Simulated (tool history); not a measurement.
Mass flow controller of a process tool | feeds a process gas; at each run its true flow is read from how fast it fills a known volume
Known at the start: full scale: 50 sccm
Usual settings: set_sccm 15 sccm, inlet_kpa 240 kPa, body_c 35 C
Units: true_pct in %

Run 1, hour 0.0: usual settings. Result: true_pct 97.70 %.
Run 2, hour 165.7: usual settings. Result: true_pct 97.74 %.
Run 3, hour 475.3: usual settings. Result: true_pct 97.67 %.
Run 4, hour 805.5: usual settings. Result: true_pct 97.71 %.
Run 5, hour 1113.5: usual settings. Result: true_pct 97.62 %.
Run 6, hour 1300.6: usual settings but inlet_kpa 162 kPa. Result: true_pct 97.17 %.
Run 7, hour 1511.8: usual settings but inlet_kpa 162 kPa. Result: true_pct 97.19 %.
Run 8, hour 1684.5: usual settings but inlet_kpa 254 kPa. Result: true_pct 97.72 %.
Run 9, hour 1954.3: usual settings but inlet_kpa 145 kPa. Result: true_pct 96.98 %.
Run 10, hour 2203.6: usual settings but inlet_kpa 145 kPa. Result: true_pct 97.12 %.
Run 11, hour 2353.6: usual settings but inlet_kpa 145 kPa. Result: true_pct 96.99 %.
Run 12, hour 2567.3: usual settings but set_sccm 50 sccm. Result: true_pct 100.80 %.
At hour 2596.8: controller's zero set anew.
Run 13, hour 2873.7: usual settings but set_sccm 50 sccm. Result: true_pct 100.43 %.
Run 14, hour 3048.0: usual settings but set_sccm 50 sccm. Result: true_pct 100.47 %.
Run 15, hour 3181.4: usual settings but set_sccm 16 sccm, inlet_kpa 182 kPa, body_c 38 C. Result: true_pct 96.31 %.

The next listed run, before its measurement:
Run 16, hour 3315.4: usual settings but set_sccm 8 sccm, inlet_kpa 170 kPa, body_c 28 C. Result: true_pct ?.

{"run 16": {"true_pct": 92.97}}
Without the tool's hidden state the same run would have given true_pct 97.79 %.

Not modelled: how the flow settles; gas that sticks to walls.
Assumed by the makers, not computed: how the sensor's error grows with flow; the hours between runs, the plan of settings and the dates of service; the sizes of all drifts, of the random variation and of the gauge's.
